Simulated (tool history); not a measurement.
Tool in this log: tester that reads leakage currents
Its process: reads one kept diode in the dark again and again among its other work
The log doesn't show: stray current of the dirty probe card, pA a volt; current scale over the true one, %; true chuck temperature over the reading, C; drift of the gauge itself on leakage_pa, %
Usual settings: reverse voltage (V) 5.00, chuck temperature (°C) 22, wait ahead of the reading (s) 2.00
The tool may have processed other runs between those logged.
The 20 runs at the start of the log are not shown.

| run | day | reverse voltage (V) | chuck temperature (°C) | wait ahead of the reading (s) | hours of work since the probe card was cleaned | hours of work since the tester was calibrated | hours of work since the chuck was calibrated | current that the tester gives (pA) |
|---|---|---|---|---|---|---|---|---|
| 21 | 68.883 | 5.77 | 21 | 2.00 | 1032 | 1488 | 2097 | 36.68 |
| 22 | 72.850 | 5.77 | 21 | 2.00 | 1084 | 1540 | 2148 | 37.17 |
| 23 | 75.850 | 4.91 | 37 | 9.57 | 1122 | 1579 | 2187 | 107.24 |
|  | 76.912 | chuck's temperature calibrated |
| 24 | 77.979 | 1.33 | 42 | 0.90 | 1149 | 1605 | 14 | 71.42 |
| 25 | 80.671 | 1.33 | 24 | 5.80 | 1184 | 1640 | 49 | 19.13 |
| 26 | 83.525 | 6.83 | 48 | 5.80 | 1221 | 1677 | 86 | 233.21 |
| 27 | 86.183 | 6.83 | 48 | 5.80 | 1255 | 1711 | 120 | 234.77 |
| 28 | 89.888 | 6.83 | 48 | 5.80 | 1303 | 1759 | 168 | 234.21 |
| 29 | 92.371 | 6.83 | 48 | 5.80 | 1335 | 1791 | 200 | 236.59 |
| 30 | 95.858 | 1.22 | 36 | 0.48 | 1380 | 1836 | 245 | 45.97 |
| 31 | 99.508 | 1.22 | 36 | 0.48 | 1427 | 1883 | 292 | 46.33 |
| 32 | 102.671 | 12.30 | 22 | 3.23 | 1468 | 1924 | 333 | 55.81 |
| 33 | 106.233 | 12.30 | 22 | 3.23 | 1514 | 1970 | 379 | 56.35 |
| 34 | 109.154 | 17.12 | 38 | 4.25 | 1552 | 2008 | 417 | 193.37 |
| 35 | 111.792 | 6.29 | 57 | 4.25 | 1586 | 2042 | 451 | 419.42 |
| 36 | 115.621 | 5.00 | 23 | 2.00 | 1636 | 2092 | 501 | 37.34 |
| 37 | 119.379 | 5.00 | 23 | 2.00 | 1684 | 2140 | 549 | 37.44 |
| 38 | 122.554 | 4.70 | 22 | 0.31 | 1725 | 2181 | 590 | 35.53 |
| 39 | 124.350 | 1.22 | 35 | 0.31 | 1749 | 2205 | 613 | 44.51 |

Predict each of these 3 candidate next runs independently; none follows another, all start after run 39:
| A | 128.650 | 14.27 | 32 | 1.79 | 1804 | 2260 | 669 | ? |
| B | 128.650 | 1.22 | 48 | 0.31 | 1804 | 2260 | 669 | ? |
| C | 128.650 | 11.97 | 34 | 2.35 | 1804 | 2260 | 669 | ? |

| run | current that the tester gives (pA) |
|---|---|
| A | 122.84 |
| B | 109.96 |
| C | 128.01 |
Take away the tool's hidden state, keep each run's random variation, and the runs would have read:
| run | current that the tester gives (pA) |
|---|---|
| A | 100.05 |
| B | 102.65 |
| C | 107.42 |
